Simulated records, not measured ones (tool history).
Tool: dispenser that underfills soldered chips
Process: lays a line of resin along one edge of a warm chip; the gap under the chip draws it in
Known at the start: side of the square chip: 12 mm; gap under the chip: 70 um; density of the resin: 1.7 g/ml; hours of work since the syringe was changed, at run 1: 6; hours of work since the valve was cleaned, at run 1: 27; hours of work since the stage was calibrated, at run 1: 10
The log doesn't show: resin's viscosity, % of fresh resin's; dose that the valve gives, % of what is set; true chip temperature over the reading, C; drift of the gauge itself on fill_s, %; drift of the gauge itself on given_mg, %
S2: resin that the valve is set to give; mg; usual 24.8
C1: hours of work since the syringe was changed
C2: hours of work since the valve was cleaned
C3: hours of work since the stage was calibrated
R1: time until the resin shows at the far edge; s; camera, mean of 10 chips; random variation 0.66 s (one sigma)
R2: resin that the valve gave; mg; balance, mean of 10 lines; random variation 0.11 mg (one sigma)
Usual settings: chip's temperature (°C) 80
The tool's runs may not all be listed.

{"run": 1, "hour": 0.0, "chip's temperature (°C)": 80, "S2": 24.8, "C1": 6, "C2": 27, "C3": 10, "R1": 90.3, "R2": 24.4}
{"hour": 1.0, "done": "new syringe of resin"}
{"run": 2, "hour": 4.4, "chip's temperature (°C)": 80, "S2": 25.3, "C1": 2, "C2": 30, "C3": 13, "R1": 70.2, "R2": 25.06}
{"run": 3, "hour": 7.4, "chip's temperature (°C)": 80, "S2": 24.8, "C1": 5, "C2": 33, "C3": 15, "R1": 81.7, "R2": 24.38}
{"hour": 10.7, "done": "new syringe of resin"}
{"run": 4, "hour": 12.7, "chip's temperature (°C)": 80, "S2": 24.8, "C1": 1, "C2": 36, "C3": 18, "R1": 65.1, "R2": 24.41}
{"run": 5, "hour": 18.1, "chip's temperature (°C)": 82, "S2": 24.8, "C1": 5, "C2": 40, "C3": 22, "R1": 80.3, "R2": 24.41}
{"hour": 20.6, "done": "new syringe of resin"}
{"run": 6, "hour": 22.5, "chip's temperature (°C)": 80, "S2": 23, "C1": 1, "C2": 43, "C3": 25, "R1": 66.8, "R2": 22.73}
{"run": 7, "hour": 26.6, "chip's temperature (°C)": 80, "S2": 23, "C1": 4, "C2": 46, "C3": 28, "R1": 81.7, "R2": 22.63}
{"hour": 30.1, "done": "new syringe of resin"}
{"run": 8, "hour": 30.1, "chip's temperature (°C)": 80, "S2": 23, "C1": 0, "C2": 49, "C3": 31, "R1": 62.1, "R2": 22.51}
{"run": 9, "hour": 34.9, "chip's temperature (°C)": 80, "S2": 29.1, "C1": 3, "C2": 52, "C3": 34, "R1": 74.9, "R2": 28.64}
{"run": 10, "hour": 37.4, "chip's temperature (°C)": 80, "S2": 29.1, "C1": 5, "C2": 54, "C3": 36, "R1": 82.8, "R2": 28.48}
{"hour": 39.8, "done": "new syringe of resin"}
{"run": 11, "hour": 43.0, "chip's temperature (°C)": 81, "S2": 29.1, "C1": 2, "C2": 58, "C3": 40, "R1": 65.5, "R2": 28.32}
{"run": 12, "hour": 46.5, "chip's temperature (°C)": 81, "S2": 29.1, "C1": 5, "C2": 60, "C3": 42, "R1": 78.7, "R2": 28.6}
{"hour": 49.5, "done": "new syringe of resin"}
{"run": 13, "hour": 50.4, "chip's temperature (°C)": 80, "S2": 27, "C1": 1, "C2": 63, "C3": 45, "R1": 62.4, "R2": 26.42}
{"run": 14, "hour": 54.2, "chip's temperature (°C)": 80, "S2": 27, "C1": 3, "C2": 66, "C3": 48, "R1": 75.7, "R2": 26.42}
{"run": 15, "hour": 58.7, "chip's temperature (°C)": 80, "S2": 27, "C1": 7, "C2": 69, "C3": 51, "R1": 90.6, "R2": 26.08}
{"hour": 59.4, "done": "new syringe of resin"}
{"run": 16, "hour": 62.6, "chip's temperature (°C)": 80, "S2": 27, "C1": 2, "C2": 71, "C3": 54, "R1": 69, "R2": 26.41}
{"run": 17, "hour": 67.0, "chip's temperature (°C)": 77, "S2": 22.3, "C1": 6, "C2": 75, "C3": 57, "R1": 98.8, "R2": 21.82}
{"hour": 69.1, "done": "new syringe of resin"}
{"run": 18, "hour": 71.0, "chip's temperature (°C)": 77, "S2": 22.3, "C1": 1, "C2": 77, "C3": 60, "R1": 73, "R2": 21.6}
{"run": 19, "hour": 73.2, "chip's temperature (°C)": 79, "S2": 22.6, "C1": 3, "C2": 79, "C3": 61, "R1": 75.4, "R2": 22.07}
{"run": 20, "hour": 76.1, "chip's temperature (°C)": 74, "S2": 24.8, "C1": 5, "C2": 81, "C3": 63, "R1": 98.8, "R2": 24.26}
{"hour": 78.7, "done": "new syringe of resin"}
{"run": 21, "hour": 78.7, "chip's temperature (°C)": 69, "S2": 27.3, "C1": 0, "C2": 83, "C3": 65, "R1": 81.7, "R2": 26.6}
{"run": 22, "hour": 82.9, "chip's temperature (°C)": 67, "S2": 21.4, "C1": 3, "C2": 86, "C3": 68, "R1": 113.4, "R2": 20.72}
{"run": 23, "hour": 85.4, "chip's temperature (°C)": 70, "S2": 27, "C1": 5, "C2": 88, "C3": 70, "R1": 110.9, "R2": 26.2}
{"run": 24, "hour": 87.6, "chip's temperature (°C)": 93, "S2": 25.7, "C1": 7, "C2": 89, "C3": 71, "R1": 64.9, "R2": 24.82}
{"hour": 88.4, "done": "new syringe of resin"}
{"run": 25, "hour": 92.3, "chip's temperature (°C)": 93, "S2": 25.7, "C1": 3, "C2": 92, "C3": 75, "R1": 49.8, "R2": 24.72}
{"run": 26, "hour": 95.7, "chip's temperature (°C)": 81, "S2": 26.8, "C1": 5, "C2": 95, "C3": 77, "R1": 80.6, "R2": 25.97}
{"hour": 97.9, "done": "new syringe of resin"}
{"run": 27, "hour": 99.5, "chip's temperature (°C)": 76, "S2": 28.6, "C1": 1, "C2": 97, "C3": 80, "R1": 72.1, "R2": 27.45}
{"run": 28, "hour": 104.8, "chip's temperature (°C)": 66, "S2": 27, "C1": 5, "C2": 101, "C3": 84, "R1": 127.2, "R2": 25.85}
{"hour": 107.8, "done": "new syringe of resin"}
{"run": 29, "hour": 109.1, "chip's temperature (°C)": 81, "S2": 24.5, "C1": 1, "C2": 104, "C3": 86, "R1": 63.8, "R2": 23.57}

Hidden state at the last listed run before each entry between runs and at the first one after, where it differs:
Between runs 1 and 2: new syringe of resin (hour 1)
  resin's viscosity, % of fresh resin's: 152.1 -> 117.7; dose that the valve gives, % of what is set: 98.9 -> 98.8; true chip temperature over the reading, C: 0.08 -> 0.06
  measured less the result without the state, R1: +31 -> +10.6 s; R2: -0.27 -> -0.31 mg
Between runs 3 and 4: new syringe of resin (hour 10.7)
  resin's viscosity, % of fresh resin's: 136.3 -> 109.5; dose that the valve gives, % of what is set: 98.71 -> 98.6; true chip temperature over the reading, C: 0.04 -> 0.02
  measured less the result without the state, R1: +21.7 -> +5.8 s; R2: -0.32 -> -0.35 mg
Between runs 5 and 6: new syringe of resin (hour 20.6)
  resin's viscosity, % of fresh resin's: 142.8 -> 110.5; dose that the valve gives, % of what is set: 98.46 -> 98.35; true chip temperature over the reading, C: -0.01 -> -0.03
  measured less the result without the state, R1: +24.2 -> +6.8 s; R2: -0.38 -> -0.38 mg
Between runs 7 and 8: new syringe of resin (hour 30.1)
  resin's viscosity, % of fresh resin's: 135.1 -> 100.1; dose that the valve gives, % of what is set: 98.26 -> 98.18; true chip temperature over the reading, C: -0.05 -> -0.07
  measured less the result without the state, R1: +21.5 -> +0.5 s; R2: -0.4 -> -0.41 mg
Between runs 10 and 11: new syringe of resin (hour 39.8)
  resin's viscosity, % of fresh resin's: 142.4 -> 117.2; dose that the valve gives, % of what is set: 97.99 -> 97.86; true chip temperature over the reading, C: -0.11 -> -0.14
  measured less the result without the state, R1: +25 -> +10 s; R2: -0.58 -> -0.62 mg
Between runs 12 and 13: new syringe of resin (hour 49.5)
  resin's viscosity, % of fresh resin's: 138.9 -> 105.1; dose that the valve gives, % of what is set: 97.78 -> 97.69; true chip temperature over the reading, C: -0.16 -> -0.18
  measured less the result without the state, R1: +22.6 -> +3.4 s; R2: -0.65 -> -0.63 mg
Between runs 15 and 16: new syringe of resin (hour 59.4)
  resin's viscosity, % of fresh resin's: 157.5 -> 117.4; dose that the valve gives, % of what is set: 97.49 -> 97.4; true chip temperature over the reading, C: -0.22 -> -0.24
  measured less the result without the state, R1: +33.8 -> +10.8 s; R2: -0.67 -> -0.7 mg
Between runs 17 and 18: new syringe of resin (hour 69.1)
  resin's viscosity, % of fresh resin's: 145.4 -> 108.6; dose that the valve gives, % of what is set: 97.3 -> 97.2; true chip temperature over the reading, C: -0.26 -> -0.28
  measured less the result without the state, R1: +32 -> +7 s; R2: -0.61 -> -0.63 mg
Between runs 20 and 21: new syringe of resin (hour 78.7)
  resin's viscosity, % of fresh resin's: 138.9 -> 99.6; dose that the valve gives, % of what is set: 97.07 -> 97.02; true chip temperature over the reading, C: -0.31 -> -0.32
  measured less the result without the state, R1: +28.8 -> +0.8 s; R2: -0.73 -> -0.82 mg
Between runs 24 and 25: new syringe of resin (hour 88.4)
  resin's viscosity, % of fresh resin's: 154.2 -> 119.7; dose that the valve gives, % of what is set: 96.78 -> 96.67; true chip temperature over the reading, C: -0.36 -> -0.39
  measured less the result without the state, R1: +23.4 -> +8.8 s; R2: -0.83 -> -0.85 mg
Between runs 26 and 27: new syringe of resin (hour 97.9)
  resin's viscosity, % of fresh resin's: 141.2 -> 109.2; dose that the valve gives, % of what is set: 96.58 -> 96.5; true chip temperature over the reading, C: -0.4 -> -0.42
  measured less the result without the state, R1: +24.6 -> +7.1 s; R2: -0.92 -> -1 mg
Between runs 28 and 29: new syringe of resin (hour 107.8)
  resin's viscosity, % of fresh resin's: 141.4 -> 107.3; dose that the valve gives, % of what is set: 96.37 -> 96.26; true chip temperature over the reading, C: -0.45 -> -0.47
  measured less the result without the state, R1: +39 -> +5.6 s; R2: -0.97 -> -0.92 mg

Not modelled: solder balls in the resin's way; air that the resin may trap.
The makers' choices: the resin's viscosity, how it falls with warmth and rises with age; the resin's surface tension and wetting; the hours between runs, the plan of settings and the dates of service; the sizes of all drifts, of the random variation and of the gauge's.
